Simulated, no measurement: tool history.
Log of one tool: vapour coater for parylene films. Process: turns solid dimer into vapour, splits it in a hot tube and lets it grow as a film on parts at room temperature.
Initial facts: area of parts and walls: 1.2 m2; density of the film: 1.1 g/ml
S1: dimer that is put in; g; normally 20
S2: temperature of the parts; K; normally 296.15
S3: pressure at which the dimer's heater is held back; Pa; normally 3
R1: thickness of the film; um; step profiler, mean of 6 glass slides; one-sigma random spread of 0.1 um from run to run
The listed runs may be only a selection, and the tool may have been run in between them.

run	day	S1	S2	S3	R1
1	0	20	296.15	3	11.78
2	0.746	20	296.15	3	11.57
3	1.25	20	300.15	3	10.26
4	1.688	20	302.15	3	9.56
5	2.246	20	302.15	3	9.7
6	2.617	21	296.15	3	12.16
7	3.204	21	296.15	3	12.01
8	3.708	21	296.15	3	11.99
9	4.304	20	296.15	8.31	9.93
10	4.625	20	296.15	3	11.24
11	5.083	20	296.15	3	11.22
12	5.55	20	296.15	11.95	9.48
13	5.996	20	296.15	10.07	9.52
# day 6.467: trap's valve overhauled
14	6.8	20	296.15	10.07	9.37
15	7.362	20	296.15	3	10.8
16	8.125	20	296.15	2.05	11.39
# day 8.662: trap's valve overhauled, once more
17	8.821	20	296.15	3	12.35
18	9.2	20	296.15	3	12.32
19	9.704	20	296.15	3	12.38
20	10.158	20	296.15	3.28	11.94
21	10.608	20	296.15	3	12.23
22	11.208	20	296.15	3	12.05
23	11.95	20	296.15	3	12.29
24	12.454	20	296.15	3	12.03
25	13.075	20	296.15	3	11.93
26	13.817	14	292.15	10.58	8.14
27	14.554	21	292.15	6.17	12.96
28	15.129	9	296.15	2.66	5.44
29	15.65	10	296.15	5.35	5.37
30	16.092	10	296.15	5.35	5.48
31	16.417	12	304.15	3	5.46
32	16.967	11	304.15	3	5.1
33	17.675	11	304.15	3	5.04
34	18.3	22	289.15	3	15.23
35	18.938	11	296.15	3.17	6.28
36	19.388	11	296.15	3.17	6.37
37	19.75	13	303.15	2.73	6.08
38	20.292	26	291.15	3	17.21
39	20.979	18	302.15	9.67	7.17
40	21.5	15	288.15	4.26	10.07
41	21.921	15	288.15	4.26	10.03
42	22.45	12	288.15	4.26	8.09
43	22.879	31	289.15	4.25	20.36
# day 23.35: trap's valve overhauled
44	23.683	16	290.15	2.19	11.84
45	24.146	14	290.15	9.37	8.82
46	24.525	14	290.15	9.37	8.8
47	25.142	14	290.15	9.37	8.67

What if the next run were any one of these 4? Each begins from the tool's condition after run 47:
A	25.517	31	289.15	4.22	?
B	25.517	13	290.15	3	?
C	25.517	8	307.15	6.51	?
D	25.517	14	290.15	9.41	?

run	R1
A	22.03
B	9.34
C	3.17
D	8.79
With the hidden condition removed and each run's random variation left untouched, the same runs would have given:
run	R1
A	22.42
B	9.55
C	3.22
D	8.94
